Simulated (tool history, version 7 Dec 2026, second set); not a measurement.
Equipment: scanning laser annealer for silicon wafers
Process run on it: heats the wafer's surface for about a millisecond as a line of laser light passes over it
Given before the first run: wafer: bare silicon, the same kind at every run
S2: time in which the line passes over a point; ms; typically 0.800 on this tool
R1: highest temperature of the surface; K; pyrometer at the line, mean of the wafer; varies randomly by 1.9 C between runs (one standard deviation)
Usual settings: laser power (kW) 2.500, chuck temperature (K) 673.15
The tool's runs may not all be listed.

run 1 day=0.000 | laser_power_(kW)=2.500 S2=0.800 chuck_temperature_(K)=673.15 | R1=1388.15
run 2 day=0.492 | laser_power_(kW)=2.500 S2=0.800 chuck_temperature_(K)=692.15 | R1=1405.15
run 3 day=0.842 | laser_power_(kW)=2.500 S2=0.800 chuck_temperature_(K)=692.15 | R1=1404.15
run 4 day=1.133 | laser_power_(kW)=2.500 S2=0.800 chuck_temperature_(K)=692.15 | R1=1403.15
run 5 day=1.362 | laser_power_(kW)=2.500 S2=0.800 chuck_temperature_(K)=692.15 | R1=1403.15
run 6 day=1.729 | laser_power_(kW)=2.304 S2=0.800 chuck_temperature_(K)=673.15 | R1=1322.15
run 7 day=2.092 | laser_power_(kW)=2.304 S2=0.800 chuck_temperature_(K)=673.15 | R1=1324.15
run 8 day=2.542 | laser_power_(kW)=2.304 S2=0.800 chuck_temperature_(K)=673.15 | R1=1320.15
run 9 day=2.938 | laser_power_(kW)=2.304 S2=0.800 chuck_temperature_(K)=673.15 | R1=1319.15
run 10 day=3.196 | laser_power_(kW)=2.304 S2=0.800 chuck_temperature_(K)=673.15 | R1=1322.15
run 11 day=3.646 | laser_power_(kW)=2.304 S2=0.800 chuck_temperature_(K)=673.15 | R1=1322.15
run 12 day=4.083 | laser_power_(kW)=2.304 S2=0.800 chuck_temperature_(K)=673.15 | R1=1322.15
run 13 day=4.367 | laser_power_(kW)=2.500 S2=0.800 chuck_temperature_(K)=673.15 | R1=1383.15
run 14 day=4.608 | laser_power_(kW)=2.500 S2=0.800 chuck_temperature_(K)=673.15 | R1=1382.15
run 15 day=5.092 | laser_power_(kW)=2.500 S2=0.800 chuck_temperature_(K)=673.15 | R1=1385.15
run 16 day=5.325 | laser_power_(kW)=2.500 S2=0.800 chuck_temperature_(K)=673.15 | R1=1380.15
run 17 day=5.767 | laser_power_(kW)=2.500 S2=0.911 chuck_temperature_(K)=674.15 | R1=1421.15
run 18 day=6.146 | laser_power_(kW)=2.241 S2=0.911 chuck_temperature_(K)=646.15 | R1=1309.15
run 19 day=6.433 | laser_power_(kW)=2.456 S2=0.800 chuck_temperature_(K)=673.15 | R1=1367.15
run 20 day=6.800 | laser_power_(kW)=2.456 S2=0.800 chuck_temperature_(K)=673.15 | R1=1366.15
run 21 day=7.158 | laser_power_(kW)=2.500 S2=0.617 chuck_temperature_(K)=673.15 | R1=1300.15
run 22 day=7.667 | laser_power_(kW)=2.500 S2=0.617 chuck_temperature_(K)=673.15 | R1=1295.15
run 23 day=7.904 | laser_power_(kW)=2.500 S2=0.617 chuck_temperature_(K)=673.15 | R1=1302.15
run 24 day=8.262 | laser_power_(kW)=2.555 S2=0.844 chuck_temperature_(K)=689.15 | R1=1428.15
run 25 day=8.596 | laser_power_(kW)=2.668 S2=0.736 chuck_temperature_(K)=689.15 | R1=1418.15
run 26 day=9.000 | laser_power_(kW)=2.500 S2=0.800 chuck_temperature_(K)=651.15 | R1=1353.15
run 27 day=9.488 | laser_power_(kW)=2.130 S2=0.909 chuck_temperature_(K)=689.15 | R1=1312.15

Consider 5 possible next runs. They are alternatives, not a sequence: every one starts from the tool as it was left by run 27. What does each give?
run A day=9.775 | laser_power_(kW)=2.405 S2=0.785 chuck_temperature_(K)=707.15 | R1=?
run B day=9.775 | laser_power_(kW)=2.189 S2=0.775 chuck_temperature_(K)=673.15 | R1=?
run C day=9.775 | laser_power_(kW)=2.500 S2=0.800 chuck_temperature_(K)=710.15 | R1=?
run D day=9.775 | laser_power_(kW)=2.500 S2=0.800 chuck_temperature_(K)=643.15 | R1=?
run E day=9.775 | laser_power_(kW)=2.221 S2=0.773 chuck_temperature_(K)=689.15 | R1=?

run=A R1=1374.15
run=B R1=1270.15
run=C R1=1415.15
run=D R1=1345.15
run=E R1=1294.15
What these runs would have given with no unlogged condition in the tool:
run=A R1=1393.15
run=B R1=1287.15
run=C R1=1435.15
run=D R1=1365.15
run=E R1=1312.15
